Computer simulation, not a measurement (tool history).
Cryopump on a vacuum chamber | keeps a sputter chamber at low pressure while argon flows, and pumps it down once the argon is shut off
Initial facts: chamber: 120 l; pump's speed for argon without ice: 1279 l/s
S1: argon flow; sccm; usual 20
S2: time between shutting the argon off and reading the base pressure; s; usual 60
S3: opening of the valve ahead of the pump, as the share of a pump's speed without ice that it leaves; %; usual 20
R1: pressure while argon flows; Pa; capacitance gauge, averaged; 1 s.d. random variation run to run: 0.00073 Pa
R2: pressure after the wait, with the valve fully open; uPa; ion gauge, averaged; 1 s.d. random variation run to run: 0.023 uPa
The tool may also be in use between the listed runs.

run 1 hour=0 | S1=20 S2=60 S3=20 | R1=0.1368 R2=3.02
run 2 hour=87.5 | S1=20 S2=60 S3=20 | R1=0.1371 R2=3.1
-- hour=145.7 leaking fittings of the chamber tightened, without venting
run 3 hour=158.3 | S1=20 S2=60 S3=20 | R1=0.1377 R2=0.82
-- hour=266.6 pump warmed up, emptied and cooled again
run 4 hour=280.4 | S1=20 S2=60 S3=20 | R1=0.1313 R2=0.81
run 5 hour=354.5 | S1=20 S2=60 S3=20 | R1=0.1333 R2=0.87
run 6 hour=434.7 | S1=20 S2=147 S3=20 | R1=0.1336 R2=0.55
run 7 hour=509.5 | S1=20 S2=147 S3=20 | R1=0.1341 R2=0.57
run 8 hour=619 | S1=35 S2=65 S3=20 | R1=0.2338 R2=0.88
run 9 hour=674.4 | S1=24 S2=60 S3=20 | R1=0.1601 R2=0.96
run 10 hour=772 | S1=24 S2=60 S3=20 | R1=0.1591 R2=0.97
run 11 hour=858 | S1=10 S2=45 S3=50 | R1=0.0268 R2=1.16

Predict the results of run 12:
run 12 hour=974.8 | S1=10 S2=45 S3=50 | R1=? R2=?

Run 12 produced R1 0.0277 Pa, R2 1.18 uPa.
Minus the tool's unlogged condition, the same run would have read R1 0.0264 Pa, R2 0.93 uPa.
